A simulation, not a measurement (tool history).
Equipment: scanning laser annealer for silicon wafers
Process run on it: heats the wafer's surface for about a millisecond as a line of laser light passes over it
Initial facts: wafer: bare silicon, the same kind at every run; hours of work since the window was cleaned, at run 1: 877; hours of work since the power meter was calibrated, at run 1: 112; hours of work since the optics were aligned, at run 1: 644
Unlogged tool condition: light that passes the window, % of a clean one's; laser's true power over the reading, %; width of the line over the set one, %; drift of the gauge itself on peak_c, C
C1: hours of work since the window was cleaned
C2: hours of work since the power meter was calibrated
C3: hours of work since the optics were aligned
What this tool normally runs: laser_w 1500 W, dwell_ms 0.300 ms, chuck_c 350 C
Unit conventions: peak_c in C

Run 1, hour 0.0: usual settings; C1 877; C2 112; C3 644. Result: peak_c 1162 C.
At hour 16.2: window over the wafer cleaned.
Run 2, hour 20.6: usual settings; C1 2; C2 122; C3 654. Result: peak_c 1181 C.
Run 3, hour 32.5: usual settings; C1 9; C2 128; C3 660. Result: peak_c 1180 C.
Run 4, hour 43.1: usual settings; C1 14; C2 133; C3 666. Result: peak_c 1183 C.
Run 5, hour 65.4: usual settings; C1 26; C2 145; C3 677. Result: peak_c 1183 C.
Run 6, hour 84.4: usual settings; C1 36; C2 155; C3 687. Result: peak_c 1181 C.
Run 7, hour 101.4: usual settings; C1 45; C2 164; C3 696. Result: peak_c 1181 C.
Run 8, hour 123.3: usual settings; C1 57; C2 176; C3 708. Result: peak_c 1178 C.
Run 9, hour 144.0: usual settings; C1 68; C2 187; C3 719. Result: peak_c 1181 C.
Run 10, hour 162.8: usual settings; C1 77; C2 197; C3 729. Result: peak_c 1184 C.
Run 11, hour 185.0: usual settings but laser_w 1521 W; C1 89; C2 208; C3 741. Result: peak_c 1195 C.
Run 12, hour 200.5: usual settings; C1 97; C2 217; C3 749. Result: peak_c 1176 C.
Run 13, hour 216.1: usual settings but laser_w 1338 W; C1 106; C2 225; C3 757. Result: peak_c 1082 C.
Run 14, hour 237.2: usual settings but laser_w 1338 W; C1 117; C2 236; C3 768. Result: peak_c 1087 C.
Run 15, hour 249.9: usual settings but laser_w 1311 W, dwell_ms 0.350 ms, chuck_c 361 C; C1 123; C2 243; C3 775. Result: peak_c 1150 C.
Run 16, hour 266.0: usual settings but laser_w 1486 W, dwell_ms 0.299 ms, chuck_c 330 C; C1 132; C2 251; C3 783. Result: peak_c 1150 C.
Run 17, hour 282.7: usual settings but laser_w 1486 W, dwell_ms 0.299 ms, chuck_c 330 C; C1 141; C2 260; C3 792. Result: peak_c 1149 C.
Run 18, hour 297.3: usual settings but laser_w 1442 W, dwell_ms 0.361 ms, chuck_c 388 C; C1 149; C2 268; C3 800. Result: peak_c 1271 C.
Run 19, hour 312.1: usual settings but laser_w 1442 W, dwell_ms 0.361 ms, chuck_c 388 C; C1 156; C2 276; C3 808. Result: peak_c 1277 C.
Run 20, hour 333.2: usual settings but dwell_ms 0.238 ms, chuck_c 314 C; C1 168; C2 287; C3 819. Result: peak_c 1035 C.

Predict the results of run 21:
Run 21, hour 352.3: usual settings but dwell_ms 0.238 ms, chuck_c 314 C; C1 178; C2 297; C3 829. Result: peak_c ?.

Run 21 measured peak_c 1035 C.
With no hidden state in the tool, this same run would have given peak_c 1045 C.
